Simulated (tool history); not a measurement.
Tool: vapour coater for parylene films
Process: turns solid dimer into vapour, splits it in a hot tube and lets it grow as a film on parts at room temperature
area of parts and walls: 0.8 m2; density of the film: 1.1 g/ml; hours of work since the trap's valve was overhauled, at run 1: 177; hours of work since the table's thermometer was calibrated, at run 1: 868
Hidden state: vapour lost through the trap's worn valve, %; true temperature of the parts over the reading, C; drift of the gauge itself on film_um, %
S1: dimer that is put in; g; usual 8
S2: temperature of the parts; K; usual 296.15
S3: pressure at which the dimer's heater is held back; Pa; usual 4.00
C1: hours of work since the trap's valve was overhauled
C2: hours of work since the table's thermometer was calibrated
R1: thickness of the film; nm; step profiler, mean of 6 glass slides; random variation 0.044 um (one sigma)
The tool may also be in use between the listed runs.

run 1 day=0.000 | S1=8 S2=296.15 S3=4.00 | C1=177 C2=868 | R1=5710
run 2 day=2.525 | S1=8 S2=296.15 S3=4.00 | C1=221 C2=913 | R1=5750
run 3 day=4.192 | S1=8 S2=296.15 S3=4.00 | C1=251 C2=942 | R1=5570
run 4 day=6.283 | S1=8 S2=296.15 S3=4.00 | C1=288 C2=979 | R1=5620
run 5 day=7.512 | S1=8 S2=296.15 S3=4.00 | C1=309 C2=1001 | R1=5550
run 6 day=9.725 | S1=8 S2=296.15 S3=4.00 | C1=348 C2=1040 | R1=5490
run 7 day=11.308 | S1=8 S2=296.15 S3=4.00 | C1=376 C2=1068 | R1=5450
run 8 day=13.296 | S1=8 S2=299.15 S3=4.00 | C1=411 C2=1103 | R1=5040
-- day=13.483 table's thermometer calibrated
run 9 day=15.646 | S1=8 S2=295.15 S3=4.00 | C1=452 C2=38 | R1=5490
run 10 day=17.825 | S1=3 S2=296.15 S3=4.00 | C1=491 C2=77 | R1=2000
run 11 day=19.425 | S1=8 S2=296.15 S3=4.00 | C1=519 C2=105 | R1=5300
run 12 day=21.975 | S1=8 S2=296.15 S3=4.00 | C1=564 C2=150 | R1=5180
-- day=22.912 table's thermometer calibrated, once more
run 13 day=24.029 | S1=5 S2=290.15 S3=2.81 | C1=600 C2=20 | R1=4100
-- day=26.179 trap's valve overhauled
run 14 day=26.829 | S1=8 S2=296.15 S3=10.67 | C1=11 C2=66 | R1=5020
run 15 day=28.608 | S1=9 S2=301.15 S3=11.77 | C1=43 C2=98 | R1=4860
run 16 day=30.408 | S1=8 S2=290.15 S3=2.37 | C1=75 C2=130 | R1=7550
run 17 day=31.704 | S1=4 S2=295.15 S3=2.58 | C1=98 C2=152 | R1=3230
run 18 day=33.396 | S1=8 S2=290.15 S3=7.80 | C1=127 C2=182 | R1=6000
run 19 day=34.762 | S1=7 S2=289.15 S3=3.93 | C1=152 C2=206 | R1=6130
run 20 day=36.092 | S1=8 S2=305.15 S3=4.00 | C1=175 C2=230 | R1=4730
run 21 day=38.467 | S1=12 S2=301.15 S3=4.44 | C1=217 C2=272 | R1=7490

The same runs without the tool's hidden state, with the same run-to-run variation:
run=1 R1=6000
run=2 R1=6110
run=3 R1=5950
run=4 R1=6060
run=5 R1=6020
run=6 R1=6000
run=7 R1=6000
run=8 R1=5590
run=9 R1=6150
run=10 R1=2270
run=11 R1=6040
run=12 R1=5960
run=13 R1=4630
run=14 R1=5020
run=15 R1=4890
run=16 R1=7650
run=17 R1=3290
run=18 R1=6150
run=19 R1=6320
run=20 R1=4890
run=21 R1=7820
